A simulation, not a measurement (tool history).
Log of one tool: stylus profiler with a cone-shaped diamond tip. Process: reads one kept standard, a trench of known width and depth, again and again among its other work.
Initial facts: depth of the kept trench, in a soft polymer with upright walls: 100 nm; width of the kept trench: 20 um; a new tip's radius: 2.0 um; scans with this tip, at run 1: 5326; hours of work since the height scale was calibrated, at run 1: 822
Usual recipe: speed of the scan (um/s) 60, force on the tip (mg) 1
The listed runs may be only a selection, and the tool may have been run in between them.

| run | day | speed of the scan (um/s) | force on the tip (mg) | scans with this tip | hours of work since the height scale was calibrated | depth of the trench (angstrom) | width of the trench's floor (µm) |
|---|---|---|---|---|---|---|---|
| 1 | 0 | 60 | 1 | 5326 | 822 | 1004.4 | 18.43 |
| 2 | 1.442 | 60 | 1.29 | 5464 | 844 | 1005.5 | 18.43 |
| 3 | 2.946 | 60 | 1.29 | 5609 | 866 | 1005 | 18.41 |
| 4 | 4.342 | 60 | 1 | 5743 | 887 | 1002.9 | 18.42 |
| 5 | 5.633 | 60 | 1 | 5867 | 906 | 1004 | 18.36 |
| 6 | 6.917 | 209 | 1 | 5991 | 925 | 1004.1 | 17.89 |
| 7 | 7.654 | 209 | 1 | 6062 | 936 | 1004.1 | 17.88 |
| 8 | 9.225 | 74 | 1 | 6212 | 959 | 1003.5 | 18.26 |
| 9 | 10.721 | 46 | 1 | 6356 | 982 | 1003.5 | 18.4 |
| 10 | 11.417 | 27 | 1 | 6423 | 992 | 1003.8 | 18.5 |
| 11 | 13.046 | 27 | 1 | 6580 | 1016 | 1003.1 | 18.5 |
| 12 | 14.012 | 19 | 1 | 6673 | 1030 | 1003.2 | 18.53 |
| 13 | 14.692 | 115 | 2.68 | 6738 | 1040 | 1009.2 | 18.39 |
| 14 | 15.5 | 26 | 1.53 | 6816 | 1052 | 1005 | 18.5 |
| 15 | 17.05 | 32 | 1.5 | 6965 | 1075 | 1005.3 | 18.47 |
| 16 | 17.833 | 134 | 0.43 | 7040 | 1087 | 999.7 | 17.89 |
|  | 18.717 | height scale calibrated on a step standard |
| 17 | 19.496 | 134 | 0.43 | 7198 | 12 | 1002.6 | 17.9 |
| 18 | 20.492 | 150 | 1 | 7294 | 26 | 1005.7 | 18.1 |
| 19 | 21.962 | 109 | 1.43 | 7435 | 48 | 1007.6 | 18.24 |

Each row is a separate what-if for the run after 19, all from the same tool condition, not one after another. Results?
| A | 22.971 | 30 | 0.39 | 7532 | 63 | ? | ? |
| B | 22.971 | 185 | 0.73 | 7532 | 63 | ? | ? |
| C | 22.971 | 81 | 1.49 | 7532 | 63 | ? | ? |
| D | 22.971 | 60 | 0.53 | 7532 | 63 | ? | ? |

| run | depth of the trench (angstrom) | width of the trench's floor (µm) |
|---|---|---|
| A | 1002.9 | 18.41 |
| B | 1004.2 | 17.85 |
| C | 1008.2 | 18.36 |
| D | 1004.1 | 18.3 |
What these runs would have given with no unlogged condition in the tool:
| run | depth of the trench (angstrom) | width of the trench's floor (µm) |
|---|---|---|
| A | 1003.3 | 18.61 |
| B | 1004.7 | 18.05 |
| C | 1008.6 | 18.56 |
| D | 1004.5 | 18.5 |
